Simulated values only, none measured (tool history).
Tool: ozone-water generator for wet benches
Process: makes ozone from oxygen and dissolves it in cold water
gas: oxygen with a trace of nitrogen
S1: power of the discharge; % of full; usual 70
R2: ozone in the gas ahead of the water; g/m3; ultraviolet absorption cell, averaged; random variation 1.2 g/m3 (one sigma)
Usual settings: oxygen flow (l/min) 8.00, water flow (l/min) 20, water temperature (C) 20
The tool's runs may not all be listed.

run 1 hour=0.0 | S1=70 oxygen_flow_(l/min)=8.00 water_flow_(l/min)=20 water_temperature_(C)=20 | dissolved_ozone_(ppm)=20.4 R2=206.9
run 2 hour=36.2 | S1=70 oxygen_flow_(l/min)=7.77 water_flow_(l/min)=20 water_temperature_(C)=20 | dissolved_ozone_(ppm)=20.8 R2=210.3
run 3 hour=63.9 | S1=70 oxygen_flow_(l/min)=7.77 water_flow_(l/min)=12 water_temperature_(C)=20 | dissolved_ozone_(ppm)=29.0 R2=210.5
run 4 hour=102.1 | S1=70 oxygen_flow_(l/min)=7.77 water_flow_(l/min)=12 water_temperature_(C)=20 | dissolved_ozone_(ppm)=29.3 R2=209.2
run 5 hour=135.9 | S1=70 oxygen_flow_(l/min)=8.00 water_flow_(l/min)=25 water_temperature_(C)=20 | dissolved_ozone_(ppm)=17.5 R2=208.8
run 6 hour=172.2 | S1=70 oxygen_flow_(l/min)=8.00 water_flow_(l/min)=25 water_temperature_(C)=20 | dissolved_ozone_(ppm)=17.5 R2=208.9
run 7 hour=200.4 | S1=70 oxygen_flow_(l/min)=8.00 water_flow_(l/min)=20 water_temperature_(C)=20 | dissolved_ozone_(ppm)=20.7 R2=207.9
run 8 hour=229.7 | S1=70 oxygen_flow_(l/min)=8.00 water_flow_(l/min)=20 water_temperature_(C)=20 | dissolved_ozone_(ppm)=20.8 R2=207.5
run 9 hour=273.3 | S1=70 oxygen_flow_(l/min)=8.00 water_flow_(l/min)=29 water_temperature_(C)=22 | dissolved_ozone_(ppm)=14.8 R2=207.4
run 10 hour=296.1 | S1=89 oxygen_flow_(l/min)=12.90 water_flow_(l/min)=21 water_temperature_(C)=12 | dissolved_ozone_(ppm)=28.8 R2=211.5
run 11 hour=318.1 | S1=74 oxygen_flow_(l/min)=6.81 water_flow_(l/min)=20 water_temperature_(C)=20 | dissolved_ozone_(ppm)=21.3 R2=229.9
run 12 hour=338.0 | S1=99 oxygen_flow_(l/min)=11.26 water_flow_(l/min)=20 water_temperature_(C)=15 | dissolved_ozone_(ppm)=30.2 R2=242.0
run 13 hour=376.8 | S1=91 oxygen_flow_(l/min)=11.26 water_flow_(l/min)=26 water_temperature_(C)=15 | dissolved_ozone_(ppm)=23.2 R2=225.9
run 14 hour=407.9 | S1=91 oxygen_flow_(l/min)=11.26 water_flow_(l/min)=26 water_temperature_(C)=15 | dissolved_ozone_(ppm)=23.5 R2=227.0

3 ways to go on from here, each from the tool as it stands after run 14. What would each give?
run A hour=449.9 | S1=80 oxygen_flow_(l/min)=11.26 water_flow_(l/min)=32 water_temperature_(C)=15 | dissolved_ozone_(ppm)=? R2=?
run B hour=449.9 | S1=46 oxygen_flow_(l/min)=4.22 water_flow_(l/min)=18 water_temperature_(C)=20 | dissolved_ozone_(ppm)=? R2=?
run C hour=449.9 | S1=58 oxygen_flow_(l/min)=5.87 water_flow_(l/min)=20 water_temperature_(C)=16 | dissolved_ozone_(ppm)=? R2=?

run=A dissolved_ozone_(ppm)=18.1 R2=204.3
run=B dissolved_ozone_(ppm)=14.8 R2=187.2
run=C dissolved_ozone_(ppm)=18.2 R2=198.3
Without the tool's hidden state the same runs would have given:
run=A dissolved_ozone_(ppm)=20.2 R2=207.5
run=B dissolved_ozone_(ppm)=16.3 R2=189.0
run=C dissolved_ozone_(ppm)=20.1 R2=200.7
